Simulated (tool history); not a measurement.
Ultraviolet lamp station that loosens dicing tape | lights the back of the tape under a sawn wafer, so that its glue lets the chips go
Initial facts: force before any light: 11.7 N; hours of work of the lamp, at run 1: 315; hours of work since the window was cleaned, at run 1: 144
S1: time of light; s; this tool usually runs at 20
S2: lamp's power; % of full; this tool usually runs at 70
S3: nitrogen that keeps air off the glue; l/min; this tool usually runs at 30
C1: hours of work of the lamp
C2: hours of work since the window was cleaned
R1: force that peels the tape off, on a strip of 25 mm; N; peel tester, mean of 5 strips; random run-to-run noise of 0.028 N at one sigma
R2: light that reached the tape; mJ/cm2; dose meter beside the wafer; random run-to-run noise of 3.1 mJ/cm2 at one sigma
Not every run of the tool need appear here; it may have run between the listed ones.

| run | day | S1 | S2 | S3 | C1 | C2 | R1 | R2 |
|---|---|---|---|---|---|---|---|---|
| 1 | 0 | 20 | 70 | 30 | 315 | 144 | 2.016 | 382 |
| 2 | 0.575 | 20 | 70 | 30 | 325 | 154 | 2.007 | 385 |
| 3 | 1.171 | 20 | 70 | 30 | 336 | 164 | 2.044 | 377 |
| 4 | 1.738 | 20 | 70 | 30 | 346 | 175 | 2.059 | 377 |
| 5 | 2.204 | 20 | 70 | 30 | 354 | 183 | 2.094 | 376 |
| 6 | 2.762 | 20 | 70 | 30 | 364 | 193 | 2.081 | 372 |
| 7 | 3.042 | 20 | 70 | 30 | 369 | 198 | 2.083 | 373 |
| 8 | 3.358 | 20 | 70 | 30 | 375 | 203 | 2.105 | 371 |
| 9 | 3.954 | 20 | 70 | 30 | 385 | 214 | 2.168 | 366 |
| 10 | 4.196 | 21 | 85 | 47 | 390 | 218 | 1.172 | 470 |
| 11 | 4.658 | 21 | 85 | 47 | 398 | 227 | 1.202 | 466 |
| 12 | 4.95 | 16 | 70 | 30 | 403 | 232 | 3.028 | 289 |
| 13 | 5.242 | 20 | 70 | 13 | 408 | 237 | 2.882 | 358 |
| 14 | 5.562 | 20 | 72 | 46 | 414 | 243 | 1.77 | 363 |
| 15 | 5.917 | 20 | 72 | 46 | 420 | 249 | 1.871 | 365 |
| 16 | 6.404 | 20 | 72 | 46 | 429 | 258 | 1.879 | 366 |
| 17 | 6.8 | 19 | 73 | 14 | 436 | 265 | 3.103 | 348 |

Predict each of these 4 candidate next runs independently; none follows another, all start after run 17:
| A | 7.229 | 28 | 74 | 16 | 444 | 272 | ? | ? |
| B | 7.229 | 33 | 73 | 15 | 444 | 272 | ? | ? |
| C | 7.229 | 12 | 70 | 30 | 444 | 272 | ? | ? |
| D | 7.229 | 19 | 73 | 13 | 444 | 272 | ? | ? |

| run | R1 | R2 |
|---|---|---|
| A | 1.576 | 516 |
| B | 1.203 | 600 |
| C | 4.401 | 214 |
| D | 3.041 | 348 |
Take away the tool's hidden state, keep each run's random variation, and the runs would have read:
| run | R1 | R2 |
|---|---|---|
| A | 0.892 | 689 |
| B | 0.658 | 801 |
| C | 3.185 | 284 |
| D | 2.006 | 464 |

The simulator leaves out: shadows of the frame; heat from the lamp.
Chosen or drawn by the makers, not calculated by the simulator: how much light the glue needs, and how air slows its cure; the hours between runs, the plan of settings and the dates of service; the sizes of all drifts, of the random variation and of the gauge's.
